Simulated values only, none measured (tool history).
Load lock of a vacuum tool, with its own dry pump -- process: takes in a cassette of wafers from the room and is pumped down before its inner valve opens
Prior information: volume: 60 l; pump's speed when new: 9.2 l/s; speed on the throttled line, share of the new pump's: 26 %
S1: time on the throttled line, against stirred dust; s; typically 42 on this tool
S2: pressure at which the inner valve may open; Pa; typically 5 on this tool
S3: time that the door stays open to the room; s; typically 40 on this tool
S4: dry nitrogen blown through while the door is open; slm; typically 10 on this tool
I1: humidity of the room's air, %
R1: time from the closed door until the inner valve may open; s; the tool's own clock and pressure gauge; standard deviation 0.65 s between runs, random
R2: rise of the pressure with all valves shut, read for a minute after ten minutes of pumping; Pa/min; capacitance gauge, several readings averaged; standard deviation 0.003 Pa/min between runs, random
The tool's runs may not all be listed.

run     hour  S1  S2   S3  S4    I1     R1     R2
  1      0.0  42   5   40  10  41.0  101.5  0.212
  2    386.9  42   5   40  10  45.0  102.9  0.220
  3    683.7  42   5   40  10  43.8  103.1  0.223
  4   1061.6  42   5   40  10  43.5  102.5  0.239
  5   1541.9  42   5   40  10  41.6  103.4  0.255
  6   1944.8  42   5   40  10  46.2  102.6  0.276
  7   2239.1  42   5   40  10  47.2  104.7  0.282
  8   2518.3  42   5   40  10  49.0  103.5  0.294
  9   2801.0  42   5  123  10  45.8  104.1  0.329
 10   3094.6  42   5  123  10  44.3  105.1  0.337
 11   3387.3  42   5   40  10  41.9  104.7  0.321
 12   3623.1  42   5   40  10  47.0  106.3  0.327
 13   3911.2  42   5   40  10  46.0  105.2  0.354
 14   4141.5  42   5   71  10  42.4  106.2  0.364
 15   4610.0  42   5   71  10  46.4  104.6  0.388
 16   4864.5  42   5   40  10  48.4  106.1  0.392
      4922.5  -- door's seal changed, seat wiped
 17   5128.8  42   7   40  10  48.4  103.0  0.026
 18   5412.3  42   7   40  10  44.7  103.8  0.032
 19   5843.8  42   5   40  10  44.6  107.2  0.029
 20   6075.7  42   5   55   6  43.5  106.4  0.050
 21   6286.8  42   5   55   6  44.2  106.0  0.050
 22   6572.2  42   5   55   6  46.2  108.0  0.059
 23   6856.7  42   4   40  33  40.3  109.7  0.038
 24   7221.2  42   6  100  10  46.5  105.1  0.073
 25   7425.2  42   4  152  10  46.5  109.1  0.091
 26   7721.7  42   7  173  10  42.9  105.8  0.099
 27   8167.0  42   7  173  10  46.6  105.8  0.107
 28   8429.8  42   5   33  26  44.9  109.8  0.059
 29   8870.7  22   5  174  12  47.2   95.2  0.115
 30   9315.2  42   5  134   5  46.6  108.3  0.132
 31   9527.4  42   5  134   5  46.5  108.8  0.132
 32   9949.3  30   5   39  10  48.5  101.8  0.095
 33  10327.6  34   5   32  10  43.7  104.1  0.102
 34  10765.4  38   5   50   6  44.2  107.1  0.128
 35  11021.5  38   5   50   6  46.5  107.3  0.133
     11103.4  -- dry pump taken out, an overhauled one fitted
 36  11337.9  52   5   50   8  47.9  104.4  0.144
 37  11629.8  52   9  131   8  49.5   99.8  0.178
 38  11872.3  22   4   40  21  46.3   84.2  0.138

Pick out some run-to-run changes in R1. Of each, how much would a tool without hidden state show as well, from the settings, what came in and chance, and how much is left for the hidden state and any gauge scatter not in both results compared?
The tool's hidden condition here consists of: pump's speed, % of a new pump's; leak at the door's seal, Pa l/s; drift of the gauge itself on ready_s, %; drift of the gauge itself on rise_pa_min, %.
Run 28 -> 29: S1 42 -> 22, S3 33 -> 174, S4 26 -> 12. R1 -14.6 s: hidden state +1.4, all else -16.0.
Run 29 -> 30: S1 22 -> 42, S3 174 -> 134, S4 12 -> 5. R1 +13.1 s: hidden state -0.9, all else +14.0.
Run 31 -> 32: S1 42 -> 30, S3 134 -> 39, S4 5 -> 10. R1 -7.0 s: hidden state +1.3, all else -8.3.
Run 35 -> 36: S1 38 -> 52, S4 6 -> 8, dry pump taken out, an overhauled one fitted. R1 -2.9 s: hidden state -13.4, all else +10.5.
Run 37 -> 38: S1 52 -> 22, S2 9 -> 4, S3 131 -> 40, S4 8 -> 21. R1 -15.6 s: hidden state +0.5, all else -16.1.
